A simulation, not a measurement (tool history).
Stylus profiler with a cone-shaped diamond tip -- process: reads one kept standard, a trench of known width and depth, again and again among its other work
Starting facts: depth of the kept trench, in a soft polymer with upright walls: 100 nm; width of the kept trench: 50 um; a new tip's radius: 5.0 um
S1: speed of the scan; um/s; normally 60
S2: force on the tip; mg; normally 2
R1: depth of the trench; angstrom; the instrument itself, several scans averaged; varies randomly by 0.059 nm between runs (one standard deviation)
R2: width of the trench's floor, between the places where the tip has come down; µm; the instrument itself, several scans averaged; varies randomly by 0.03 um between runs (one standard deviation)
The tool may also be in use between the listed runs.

{"run": 1, "hour": 0.0, "S1": 60, "S2": 2, "R1": 1016.1, "R2": 47.21}
{"run": 2, "hour": 21.8, "S1": 60, "S2": 2, "R1": 1016.5, "R2": 47.21}
{"run": 3, "hour": 48.5, "S1": 60, "S2": 1.24, "R1": 1011.6, "R2": 47.19}
{"run": 4, "hour": 66.5, "S1": 101, "S2": 1.24, "R1": 1012.4, "R2": 47.01}
{"run": 5, "hour": 107.0, "S1": 101, "S2": 1.24, "R1": 1013, "R2": 47}
{"run": 6, "hour": 144.9, "S1": 101, "S2": 1.24, "R1": 1012.6, "R2": 46.94}
{"run": 7, "hour": 166.7, "S1": 101, "S2": 1.24, "R1": 1013.8, "R2": 46.97}
{"run": 8, "hour": 192.4, "S1": 60, "S2": 3.51, "R1": 1022.5, "R2": 47.22}
{"run": 9, "hour": 214.6, "S1": 60, "S2": 3.51, "R1": 1020.9, "R2": 47.22}
{"run": 10, "hour": 249.4, "S1": 60, "S2": 3.51, "R1": 1021.3, "R2": 47.24}
{"run": 11, "hour": 280.7, "S1": 60, "S2": 2, "R1": 1016.7, "R2": 47.18}
{"run": 12, "hour": 310.0, "S1": 60, "S2": 2, "R1": 1017.6, "R2": 47.2}
{"run": 13, "hour": 336.4, "S1": 60, "S2": 2, "R1": 1017, "R2": 47.17}
{"run": 14, "hour": 353.4, "S1": 60, "S2": 2, "R1": 1016, "R2": 47.18}
{"run": 15, "hour": 380.6, "S1": 60, "S2": 2, "R1": 1017, "R2": 47.18}
{"run": 16, "hour": 407.9, "S1": 60, "S2": 2, "R1": 1017.2, "R2": 47.14}
{"run": 17, "hour": 424.6, "S1": 60, "S2": 2, "R1": 1016.5, "R2": 47.21}
{"run": 18, "hour": 458.9, "S1": 60, "S2": 2, "R1": 1016.2, "R2": 47.17}
{"run": 19, "hour": 479.1, "S1": 60, "S2": 0.84, "R1": 1012.4, "R2": 47.04}
{"run": 20, "hour": 496.0, "S1": 60, "S2": 2, "R1": 1016.7, "R2": 47.18}
{"run": 21, "hour": 534.1, "S1": 60, "S2": 2, "R1": 1016, "R2": 47.11}
{"run": 22, "hour": 554.1, "S1": 182, "S2": 2, "R1": 1016.2, "R2": 46.73}
{"hour": 565.6, "done": "new tip fitted, height scale calibrated"}
{"run": 23, "hour": 588.8, "S1": 26, "S2": 2, "R1": 1012.3, "R2": 47.91}
{"run": 24, "hour": 607.5, "S1": 26, "S2": 2, "R1": 1012.3, "R2": 47.87}
{"run": 25, "hour": 634.2, "S1": 16, "S2": 0.81, "R1": 1007.3, "R2": 47.91}
{"run": 26, "hour": 664.8, "S1": 26, "S2": 2.64, "R1": 1014.5, "R2": 47.9}
{"run": 27, "hour": 687.5, "S1": 135, "S2": 0.77, "R1": 1006.7, "R2": 47.24}
{"run": 28, "hour": 716.9, "S1": 135, "S2": 0.77, "R1": 1007.6, "R2": 47.3}
{"run": 29, "hour": 735.9, "S1": 25, "S2": 0.9, "R1": 1006.6, "R2": 47.88}
{"run": 30, "hour": 752.7, "S1": 34, "S2": 3.41, "R1": 1017.1, "R2": 47.86}
{"run": 31, "hour": 784.9, "S1": 17, "S2": 1.77, "R1": 1011.7, "R2": 47.9}
{"run": 32, "hour": 810.3, "S1": 60, "S2": 2.06, "R1": 1012, "R2": 47.71}
{"run": 33, "hour": 833.2, "S1": 24, "S2": 2.06, "R1": 1011.8, "R2": 47.83}
{"run": 34, "hour": 870.6, "S1": 32, "S2": 1.65, "R1": 1010.1, "R2": 47.87}
{"run": 35, "hour": 887.8, "S1": 41, "S2": 4.72, "R1": 1021.9, "R2": 47.78}
{"run": 36, "hour": 917.5, "S1": 41, "S2": 4.72, "R1": 1021.4, "R2": 47.85}
{"run": 37, "hour": 945.8, "S1": 163, "S2": 1.25, "R1": 1008.7, "R2": 47.21}
{"run": 38, "hour": 973.9, "S1": 204, "S2": 1.4, "R1": 1009, "R2": 47.07}
{"run": 39, "hour": 991.1, "S1": 58, "S2": 5.29, "R1": 1023.7, "R2": 47.7}
{"run": 40, "hour": 1012.3, "S1": 58, "S2": 5.29, "R1": 1024.2, "R2": 47.81}
{"run": 41, "hour": 1050.8, "S1": 58, "S2": 5.29, "R1": 1024.4, "R2": 47.75}
{"run": 42, "hour": 1081.2, "S1": 53, "S2": 0.83, "R1": 1007.5, "R2": 47.56}
{"run": 43, "hour": 1102.4, "S1": 122, "S2": 0.97, "R1": 1008.5, "R2": 47.29}
{"run": 44, "hour": 1135.7, "S1": 122, "S2": 0.97, "R1": 1008.5, "R2": 47.26}
{"run": 45, "hour": 1160.6, "S1": 122, "S2": 0.97, "R1": 1007.5, "R2": 47.28}
{"run": 46, "hour": 1198.2, "S1": 39, "S2": 2, "R1": 1012.9, "R2": 47.72}
{"run": 47, "hour": 1225.1, "S1": 45, "S2": 0.85, "R1": 1007.1, "R2": 47.63}

Predict each of these 4 candidate next runs independently; none follows another, all start after run 47:
{"run": "A", "hour": 1260.1, "S1": 60, "S2": 2.31, "R1": "?", "R2": "?"}
{"run": "B", "hour": 1260.1, "S1": 227, "S2": 2.67, "R1": "?", "R2": "?"}
{"run": "C", "hour": 1260.1, "S1": 45, "S2": 1.93, "R1": "?", "R2": "?"}
{"run": "D", "hour": 1260.1, "S1": 23, "S2": 1.42, "R1": "?", "R2": "?"}

run=A R1=1013.8 R2=47.66
run=B R1=1015.1 R2=47.13
run=C R1=1012.5 R2=47.69
run=D R1=1010.5 R2=47.71
Without the tool's hidden state the same runs would have given:
run=A R1=1013 R2=47.85
run=B R1=1014.3 R2=47.31
run=C R1=1011.6 R2=47.87
run=D R1=1009.7 R2=47.9
